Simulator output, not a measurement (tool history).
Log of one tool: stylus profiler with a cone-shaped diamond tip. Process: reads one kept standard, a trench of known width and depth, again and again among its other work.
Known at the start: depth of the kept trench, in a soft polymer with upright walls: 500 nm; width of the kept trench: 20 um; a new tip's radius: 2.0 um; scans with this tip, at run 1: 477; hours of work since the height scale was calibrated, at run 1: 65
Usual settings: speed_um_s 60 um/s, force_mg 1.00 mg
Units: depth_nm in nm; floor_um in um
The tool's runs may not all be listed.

run   hour  speed_um_s  force_mg  scans with this tip  hours of work since the height scale was calibrated  depth_nm  floor_um
  1    0.0          60      1.00                  477                                                   65    504.47     16.68
  2   16.8          60      1.00                  562                                                   77    504.40     16.74
  3   37.5          42      1.00                  666                                                   91    504.16     16.90
  4   65.9          42      1.00                  811                                                  111    504.25     16.90
  5   89.4          60      1.00                  929                                                  127    504.33     16.68
  6  114.3          60      0.38                 1056                                                  145    502.04     16.28
  7  140.1          60      1.96                 1187                                                  163    507.00     16.92
  8  155.9          60      1.96                 1266                                                  174    506.99     16.88
  9  172.1          60      1.96                 1349                                                  185    506.81     16.87
 10  193.1          60      1.96                 1455                                                  199    506.71     16.86
 11  219.9          60      1.00                 1590                                                  218    504.09     16.66
 12  252.0          60      1.00                 1753                                                  240    504.24     16.64
 13  275.9          60      1.00                 1874                                                  257    504.08     16.67
 14  308.8          60      1.00                 2041                                                  280    504.25     16.69

The next listed run, before its measurement:
 15  323.7          60      1.00                 2116                                                  290         ?         ?

depth_nm: 503.90 nm
floor_um: 16.66 um
Without the tool's hidden state the same run would have given depth_nm 504.52 nm, floor_um 16.74 um.

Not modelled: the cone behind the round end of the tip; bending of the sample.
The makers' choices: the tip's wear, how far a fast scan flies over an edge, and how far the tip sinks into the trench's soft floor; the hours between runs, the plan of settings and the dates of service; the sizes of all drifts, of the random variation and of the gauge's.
